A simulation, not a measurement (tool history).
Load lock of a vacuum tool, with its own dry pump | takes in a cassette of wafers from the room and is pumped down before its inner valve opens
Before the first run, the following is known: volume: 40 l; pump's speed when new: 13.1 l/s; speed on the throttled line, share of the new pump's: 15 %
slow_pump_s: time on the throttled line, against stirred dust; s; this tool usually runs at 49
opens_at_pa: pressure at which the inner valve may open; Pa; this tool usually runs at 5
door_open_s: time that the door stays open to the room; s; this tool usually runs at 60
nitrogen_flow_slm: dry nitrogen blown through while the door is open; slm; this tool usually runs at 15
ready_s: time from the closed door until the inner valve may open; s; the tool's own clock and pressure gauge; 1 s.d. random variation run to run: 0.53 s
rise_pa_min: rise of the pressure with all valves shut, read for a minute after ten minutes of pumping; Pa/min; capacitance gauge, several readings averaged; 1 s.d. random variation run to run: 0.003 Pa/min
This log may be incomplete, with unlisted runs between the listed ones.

| run | hour | slow_pump_s | opens_at_pa | door_open_s | nitrogen_flow_slm | incoming humidity of the room's air, % | ready_s | rise_pa_min |
|---|---|---|---|---|---|---|---|---|
| 1 | 0.0 | 49 | 5 | 60 | 15 | 45.8 | 73.4 | 0.023 |
| 2 | 136.2 | 49 | 5 | 60 | 15 | 46.6 | 72.1 | 0.030 |
| 3 | 228.6 | 49 | 5 | 60 | 15 | 46.1 | 71.9 | 0.025 |
| 4 | 356.6 | 32 | 5 | 60 | 15 | 44.6 | 57.2 | 0.033 |
| 5 | 538.9 | 49 | 5 | 60 | 15 | 42.9 | 72.1 | 0.022 |
| 6 | 624.2 | 49 | 5 | 60 | 15 | 46.0 | 71.2 | 0.025 |
| 7 | 792.0 | 49 | 5 | 60 | 7 | 46.5 | 72.7 | 0.040 |
| 8 | 968.6 | 49 | 5 | 60 | 7 | 42.7 | 73.4 | 0.039 |
| 9 | 1112.8 | 49 | 5 | 60 | 7 | 43.0 | 72.7 | 0.037 |
| 10 | 1223.5 | 49 | 5 | 104 | 10 | 43.1 | 72.3 | 0.046 |
| 11 | 1329.5 | 49 | 6 | 104 | 10 | 46.3 | 71.2 | 0.049 |
| 12 | 1477.4 | 49 | 6 | 44 | 10 | 44.8 | 71.1 | 0.029 |
| 13 | 1656.7 | 80 | 9 | 60 | 35 | 42.2 | 97.1 | 0.013 |
| 14 | 1779.9 | 80 | 5 | 129 | 5 | 44.6 | 98.9 | 0.071 |
| 15 | 1865.0 | 80 | 5 | 129 | 5 | 45.4 | 99.2 | 0.073 |
| 16 | 1944.7 | 80 | 5 | 129 | 5 | 42.8 | 97.9 | 0.073 |
| 17 | 2031.4 | 80 | 5 | 129 | 5 | 47.3 | 98.6 | 0.081 |

Run 18 has not been measured yet. What should we expect?
| 18 | 2214.8 | 80 | 5 | 129 | 5 | 46.6 | ? | ? |

Run 18 came out at ready_s 99.0 s, rise_pa_min 0.076 Pa/min.
With no hidden state in the tool, this same run would have given ready_s 99.0 s, rise_pa_min 0.076 Pa/min.
